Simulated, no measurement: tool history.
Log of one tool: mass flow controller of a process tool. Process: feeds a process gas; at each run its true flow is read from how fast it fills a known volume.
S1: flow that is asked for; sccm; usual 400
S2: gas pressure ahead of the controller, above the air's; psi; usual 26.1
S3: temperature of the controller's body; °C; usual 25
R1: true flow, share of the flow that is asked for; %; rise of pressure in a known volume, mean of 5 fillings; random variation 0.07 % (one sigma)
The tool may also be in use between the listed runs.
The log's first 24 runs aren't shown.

| run | hour | S1 | S2 | S3 | R1 |
|---|---|---|---|---|---|
| 25 | 5245.2 | 200 | 21.9 | 26 | 99.8 |
| 26 | 5472.1 | 231 | 26.1 | 34 | 100.91 |
| 27 | 5644.9 | 231 | 26.1 | 34 | 100.88 |
| 28 | 5819.3 | 135 | 26.1 | 25 | 99.14 |
| 29 | 5996.7 | 975 | 28 | 25 | 101.42 |
| 30 | 6122.5 | 111 | 28 | 25 | 98.86 |
| 31 | 6270.1 | 400 | 33.2 | 26 | 100.84 |
| 32 | 6538.9 | 215 | 26.1 | 25 | 99.54 |
| 33 | 6788.4 | 215 | 26.1 | 25 | 99.42 |
| 34 | 7080.2 | 215 | 38.1 | 25 | 99.93 |
| 35 | 7366 | 594 | 33.9 | 28 | 101.36 |
|  | 7474 | controller exchanged for a calibrated one |
| 36 | 7515.4 | 176 | 33.9 | 36 | 99.96 |
| 37 | 7818.6 | 235 | 38.3 | 35 | 100.14 |
| 38 | 7993.2 | 235 | 38.3 | 35 | 100.06 |
| 39 | 8207 | 180 | 26.1 | 25 | 97.89 |
| 40 | 8403.1 | 180 | 36.7 | 25 | 98.44 |
| 41 | 8621.4 | 180 | 36.7 | 25 | 98.41 |
| 42 | 8764.7 | 335 | 24.7 | 34 | 99.36 |
| 43 | 8922.3 | 335 | 24.7 | 38 | 99.7 |
| 44 | 9088.4 | 335 | 25.8 | 24 | 98.25 |

4 ways to go on from here, each from the tool as it stands after run 44. What would each give?
| A | 9374.9 | 145 | 24.8 | 32 | ? |
| B | 9374.9 | 617 | 25.8 | 24 | ? |
| C | 9374.9 | 957 | 25.2 | 33 | ? |
| D | 9374.9 | 335 | 36 | 39 | ? |

| run | R1 |
|---|---|
| A | 97.87 |
| B | 98.78 |
| C | 100.47 |
| D | 100.39 |
Without the tool's hidden state the same runs would have given:
| run | R1 |
|---|---|
| A | 99.4 |
| B | 99.16 |
| C | 100.72 |
| D | 101.06 |
